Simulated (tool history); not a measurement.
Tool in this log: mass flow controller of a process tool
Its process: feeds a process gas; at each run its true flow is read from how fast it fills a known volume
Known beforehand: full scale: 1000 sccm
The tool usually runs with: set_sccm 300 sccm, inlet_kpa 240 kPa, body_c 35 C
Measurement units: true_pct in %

run 1 day=0 | set_sccm=300 inlet_kpa=240 body_c=35 | true_pct=99.42
run 2 day=3.333 | set_sccm=299 inlet_kpa=240 body_c=35 | true_pct=99.35
run 3 day=9.488 | set_sccm=300 inlet_kpa=240 body_c=35 | true_pct=99.45
run 4 day=15.692 | set_sccm=300 inlet_kpa=240 body_c=35 | true_pct=99.54
run 5 day=23.504 | set_sccm=300 inlet_kpa=240 body_c=35 | true_pct=99.56
run 6 day=28.454 | set_sccm=300 inlet_kpa=240 body_c=35 | true_pct=99.51
run 7 day=32.883 | set_sccm=300 inlet_kpa=240 body_c=35 | true_pct=99.53
run 8 day=40.25 | set_sccm=300 inlet_kpa=240 body_c=22 | true_pct=98.75
run 9 day=44.15 | set_sccm=300 inlet_kpa=240 body_c=22 | true_pct=98.68
run 10 day=48.596 | set_sccm=300 inlet_kpa=240 body_c=22 | true_pct=98.74
run 11 day=56.221 | set_sccm=300 inlet_kpa=240 body_c=22 | true_pct=98.69
run 12 day=60.979 | set_sccm=382 inlet_kpa=145 body_c=36 | true_pct=100.24
run 13 day=65.254 | set_sccm=382 inlet_kpa=145 body_c=36 | true_pct=100.2
run 14 day=71.908 | set_sccm=382 inlet_kpa=181 body_c=33 | true_pct=100.1
run 15 day=75.596 | set_sccm=112 inlet_kpa=240 body_c=35 | true_pct=94.95
run 16 day=82.35 | set_sccm=112 inlet_kpa=240 body_c=33 | true_pct=94.83
run 17 day=85.512 | set_sccm=234 inlet_kpa=237 body_c=38 | true_pct=98.85
run 18 day=91.879 | set_sccm=234 inlet_kpa=196 body_c=24 | true_pct=98.1
run 19 day=95.842 | set_sccm=300 inlet_kpa=255 body_c=22 | true_pct=98.81
run 20 day=100.125 | set_sccm=300 inlet_kpa=255 body_c=37 | true_pct=99.58
run 21 day=104.175 | set_sccm=300 inlet_kpa=255 body_c=37 | true_pct=99.59
run 22 day=111.471 | set_sccm=300 inlet_kpa=236 body_c=35 | true_pct=99.55

Each row is a separate what-if for the run after 22, all from the same tool condition, not one after another. Results?
run A day=119.058 | set_sccm=287 inlet_kpa=151 body_c=38 | true_pct=?
run B day=119.058 | set_sccm=960 inlet_kpa=146 body_c=28 | true_pct=?
run C day=119.058 | set_sccm=405 inlet_kpa=280 body_c=35 | true_pct=?
run D day=119.058 | set_sccm=442 inlet_kpa=170 body_c=25 | true_pct=?

run=A true_pct=99.81
run=B true_pct=101.71
run=C true_pct=100.23
run=D true_pct=100.26
Stripped of hidden state, with their random variation kept, the same runs would have yielded:
run=A true_pct=100.39
run=B true_pct=100.09
run=C true_pct=99.9
run=D true_pct=99.74
